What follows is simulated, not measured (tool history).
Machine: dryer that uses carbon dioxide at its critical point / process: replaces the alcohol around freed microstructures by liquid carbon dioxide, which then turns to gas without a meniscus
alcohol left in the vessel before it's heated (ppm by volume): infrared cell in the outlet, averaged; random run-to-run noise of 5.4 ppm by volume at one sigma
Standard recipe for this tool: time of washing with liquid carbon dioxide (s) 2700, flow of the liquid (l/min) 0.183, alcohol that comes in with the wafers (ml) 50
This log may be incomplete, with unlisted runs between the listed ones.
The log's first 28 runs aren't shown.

| run | day | time of washing with liquid carbon dioxide (s) | flow of the liquid (l/min) | alcohol that comes in with the wafers (ml) | hours of work since the filter was changed | hours of work since the purifier's bed was changed | alcohol left in the vessel before it's heated (ppm by volume) |
|---|---|---|---|---|---|---|---|
|  | 51.729 | inlet filter changed |
| 29 | 52.438 | 2700 | 0.2 | 24 | 9 | 211 | 66 |
| 30 | 54.25 | 4020 | 0.183 | 50 | 32 | 234 | 37 |
| 31 | 56.275 | 4020 | 0.274 | 45 | 57 | 260 | 34 |
| 32 | 57.988 | 3240 | 0.226 | 53 | 79 | 281 | 42 |
| 33 | 60.667 | 3060 | 0.129 | 50 | 112 | 315 | 519 |
| 34 | 62.438 | 3120 | 0.183 | 99 | 134 | 337 | 174 |
| 35 | 64.354 | 2700 | 0.183 | 35 | 158 | 361 | 154 |
| 36 | 66.142 | 2040 | 0.183 | 50 | 181 | 383 | 728 |
| 37 | 67.85 | 3000 | 0.308 | 119 | 202 | 405 | 51 |
| 38 | 70.071 | 2100 | 0.112 | 50 | 230 | 433 | 3531 |
| 39 | 72.188 | 2520 | 0.289 | 50 | 257 | 459 | 65 |
|  | 72.579 | inlet filter changed |
| 40 | 74.667 | 2160 | 0.216 | 66 | 26 | 490 | 301 |
| 41 | 76.504 | 2160 | 0.216 | 66 | 49 | 513 | 323 |
| 42 | 78.133 | 3360 | 0.278 | 50 | 70 | 533 | 61 |
| 43 | 79.825 | 2700 | 0.24 | 110 | 91 | 555 | 126 |
| 44 | 81.725 | 2700 | 0.24 | 110 | 115 | 579 | 123 |
| 45 | 82.883 | 2700 | 0.243 | 27 | 129 | 593 | 77 |
| 46 | 85.008 | 3180 | 0.166 | 50 | 156 | 620 | 169 |

5 options for the next run, each taken on its own from the tool as it stands now. Forecast them:
| A | 86.9 | 2580 | 0.166 | 50 | 180 | 643 | ? |
| B | 86.9 | 2700 | 0.112 | 28 | 180 | 643 | ? |
| C | 86.9 | 3180 | 0.128 | 50 | 180 | 643 | ? |
| D | 86.9 | 3720 | 0.183 | 80 | 180 | 643 | ? |
| E | 86.9 | 3660 | 0.198 | 55 | 180 | 643 | ? |

| run | alcohol left in the vessel before it's heated (ppm by volume) |
|---|---|
| A | 415 |
| B | 905 |
| C | 530 |
| D | 112 |
| E | 88 |
Without the tool's unlogged condition, the same runs would have read:
| run | alcohol left in the vessel before it's heated (ppm by volume) |
|---|---|
| A | 278 |
| B | 717 |
| C | 376 |
| D | 37 |
| E | 15 |

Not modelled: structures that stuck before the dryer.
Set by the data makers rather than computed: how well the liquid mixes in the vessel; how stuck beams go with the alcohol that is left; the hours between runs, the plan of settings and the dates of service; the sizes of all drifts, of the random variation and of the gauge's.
